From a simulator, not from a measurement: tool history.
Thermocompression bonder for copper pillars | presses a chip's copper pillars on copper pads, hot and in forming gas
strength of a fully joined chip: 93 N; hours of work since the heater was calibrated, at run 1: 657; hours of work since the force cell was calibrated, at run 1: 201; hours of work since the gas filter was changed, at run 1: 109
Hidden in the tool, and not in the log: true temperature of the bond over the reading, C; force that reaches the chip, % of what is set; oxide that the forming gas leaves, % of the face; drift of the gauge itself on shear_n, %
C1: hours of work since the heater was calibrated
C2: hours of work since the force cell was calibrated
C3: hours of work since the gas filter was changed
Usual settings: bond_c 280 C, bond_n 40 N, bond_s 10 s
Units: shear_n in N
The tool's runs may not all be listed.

run 1 hour=0 | bond_c=280 bond_n=40 bond_s=10 | C1=657 C2=201 C3=109 | shear_n=68.4
run 2 hour=59.2 | bond_c=280 bond_n=40 bond_s=10 | C1=686 C2=229 C3=137 | shear_n=68.2
run 3 hour=91.4 | bond_c=290 bond_n=40 bond_s=10 | C1=701 C2=244 C3=153 | shear_n=73
run 4 hour=125.3 | bond_c=290 bond_n=40 bond_s=10 | C1=717 C2=261 C3=169 | shear_n=73.5
run 5 hour=164.4 | bond_c=280 bond_n=40 bond_s=5 | C1=736 C2=279 C3=188 | shear_n=57
run 6 hour=194.2 | bond_c=287 bond_n=40 bond_s=5 | C1=750 C2=294 C3=202 | shear_n=60.3
run 7 hour=222 | bond_c=287 bond_n=40 bond_s=5 | C1=764 C2=307 C3=215 | shear_n=60.2
run 8 hour=261.1 | bond_c=280 bond_n=40 bond_s=10 | C1=782 C2=326 C3=234 | shear_n=67.9
run 9 hour=316.4 | bond_c=280 bond_n=40 bond_s=10 | C1=809 C2=352 C3=261 | shear_n=68.1
run 10 hour=357 | bond_c=280 bond_n=40 bond_s=10 | C1=828 C2=372 C3=280 | shear_n=67.3
-- hour=389.4 heater calibrated with a thermocouple chip
run 11 hour=392.2 | bond_c=280 bond_n=40 bond_s=10 | C1=1 C2=387 C3=296 | shear_n=67.5
run 12 hour=425 | bond_c=263 bond_n=40 bond_s=10 | C1=17 C2=403 C3=312 | shear_n=57.5
run 13 hour=467.3 | bond_c=296 bond_n=40 bond_s=10 | C1=37 C2=423 C3=332 | shear_n=74.7
run 14 hour=519.7 | bond_c=285 bond_n=40 bond_s=10 | C1=62 C2=449 C3=357 | shear_n=69.9
run 15 hour=570.3 | bond_c=285 bond_n=40 bond_s=10 | C1=87 C2=473 C3=381 | shear_n=70.7
run 16 hour=601.8 | bond_c=280 bond_n=40 bond_s=6 | C1=102 C2=488 C3=396 | shear_n=59.5
run 17 hour=630.1 | bond_c=280 bond_n=40 bond_s=10 | C1=115 C2=501 C3=410 | shear_n=67.4
run 18 hour=663.7 | bond_c=280 bond_n=40 bond_s=10 | C1=131 C2=518 C3=426 | shear_n=67.1
-- hour=682.7 forming gas filter changed
run 19 hour=692.2 | bond_c=280 bond_n=40 bond_s=10 | C1=145 C2=531 C3=5 | shear_n=67.5
run 20 hour=739.7 | bond_c=280 bond_n=34 bond_s=10 | C1=168 C2=554 C3=27 | shear_n=62.7
run 21 hour=767.6 | bond_c=280 bond_n=59 bond_s=10 | C1=181 C2=567 C3=41 | shear_n=77.2
run 22 hour=816.2 | bond_c=280 bond_n=59 bond_s=10 | C1=204 C2=590 C3=64 | shear_n=77.2
run 23 hour=851.7 | bond_c=260 bond_n=40 bond_s=9 | C1=221 C2=607 C3=81 | shear_n=53.5
run 24 hour=892.8 | bond_c=260 bond_n=40 bond_s=9 | C1=241 C2=627 C3=101 | shear_n=53.6
run 25 hour=937.9 | bond_c=260 bond_n=40 bond_s=9 | C1=262 C2=649 C3=122 | shear_n=53.8
run 26 hour=993 | bond_c=280 bond_n=40 bond_s=10 | C1=289 C2=675 C3=149 | shear_n=66.8
run 27 hour=1042.2 | bond_c=292 bond_n=37 bond_s=14 | C1=312 C2=699 C3=172 | shear_n=75.3
run 28 hour=1084.5 | bond_c=280 bond_n=40 bond_s=21 | C1=333 C2=719 C3=192 | shear_n=77.7
run 29 hour=1140.3 | bond_c=267 bond_n=55 bond_s=10 | C1=359 C2=746 C3=219 | shear_n=69.1
run 30 hour=1167.8 | bond_c=280 bond_n=45 bond_s=16 | C1=373 C2=759 C3=232 | shear_n=75.8
run 31 hour=1215.5 | bond_c=280 bond_n=45 bond_s=16 | C1=395 C2=782 C3=255 | shear_n=76.5
run 32 hour=1267.2 | bond_c=296 bond_n=32 bond_s=9 | C1=420 C2=806 C3=280 | shear_n=66.9
run 33 hour=1304.8 | bond_c=267 bond_n=32 bond_s=11 | C1=438 C2=824 C3=298 | shear_n=54
-- hour=1334.3 gauge calibrated
run 34 hour=1339.5 | bond_c=267 bond_n=39 bond_s=10 | C1=455 C2=841 C3=315 | shear_n=59.4
run 35 hour=1385.8 | bond_c=263 bond_n=40 bond_s=10 | C1=477 C2=863 C3=337 | shear_n=58.4
run 36 hour=1435.7 | bond_c=279 bond_n=56 bond_s=10 | C1=501 C2=887 C3=361 | shear_n=77
run 37 hour=1469.6 | bond_c=256 bond_n=37 bond_s=9 | C1=517 C2=903 C3=377 | shear_n=49.4
run 38 hour=1500.7 | bond_c=256 bond_n=37 bond_s=9 | C1=532 C2=918 C3=392 | shear_n=49.5
run 39 hour=1547.8 | bond_c=256 bond_n=37 bond_s=9 | C1=555 C2=941 C3=414 | shear_n=49.4
-- hour=1590.2 forming gas filter changed
run 40 hour=1600.2 | bond_c=283 bond_n=54 bond_s=8 | C1=579 C2=966 C3=5 | shear_n=74.7

Forecast each of these 3 alternatives for the next run:
run A hour=1627.1 | bond_c=259 bond_n=41 bond_s=8 | C1=592 C2=978 C3=18 | shear_n=?
run B hour=1627.1 | bond_c=258 bond_n=33 bond_s=11 | C1=592 C2=978 C3=18 | shear_n=?
run C hour=1627.1 | bond_c=283 bond_n=37 bond_s=8 | C1=592 C2=978 C3=18 | shear_n=?

run=A shear_n=52.4
run=B shear_n=50.1
run=C shear_n=63.6
Without the tool's hidden state the same runs would have given:
run=A shear_n=52.5
run=B shear_n=50.2
run=C shear_n=63.7
